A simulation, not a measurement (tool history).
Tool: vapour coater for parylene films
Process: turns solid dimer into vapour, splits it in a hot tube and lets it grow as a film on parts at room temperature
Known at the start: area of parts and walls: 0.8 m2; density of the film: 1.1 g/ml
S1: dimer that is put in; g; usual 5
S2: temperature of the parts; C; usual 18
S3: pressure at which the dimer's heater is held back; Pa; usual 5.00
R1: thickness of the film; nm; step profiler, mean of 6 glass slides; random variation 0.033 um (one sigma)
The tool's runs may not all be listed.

run   hour  S1  S2    S3    R1
  1    0.0   5  18  5.00  3050
  2   12.8   2  18  5.00  1230
  3   29.9   2  24  5.00   980
  4   40.7   5  18  5.00  3060
  5   50.5   5  18  5.00  2920
  6   69.2   5  18  5.00  2950
  7   77.4   5  18  5.00  3030
  8   94.4   5  18  5.00  2990
  9  109.0   5  17  5.00  3170
 10  121.9   3  24  5.00  1380
     127.1  -- trap's valve overhauled
 11  134.8   3  11  5.00  2400
 12  151.4   3  11  5.00  2340
 13  160.3   8  12  7.83  5540
     178.3  -- trap's valve overhauled, once more
 14  178.5   8  12  7.83  5940
 15  187.9   8  12  7.83  5950
 16  200.1   3  12  3.96  2540
 17  214.9   8  18  4.47  5200
 18  230.4   7  11  9.10  5280

The same runs without the tool's hidden state, with the same run-to-run variation:
The hidden state here: vapour lost through the trap's worn valve, %; true temperature of the parts over the reading, C; drift of the gauge itself on film_um, %.
run    R1
  1  3270
  2  1320
  3  1050
  4  3290
  5  3150
  6  3190
  7  3270
  8  3240
  9  3440
 10  1500
 11  2650
 12  2600
 13  6150
 14  6120
 15  6150
 16  2630
 17  5380
 18  5480

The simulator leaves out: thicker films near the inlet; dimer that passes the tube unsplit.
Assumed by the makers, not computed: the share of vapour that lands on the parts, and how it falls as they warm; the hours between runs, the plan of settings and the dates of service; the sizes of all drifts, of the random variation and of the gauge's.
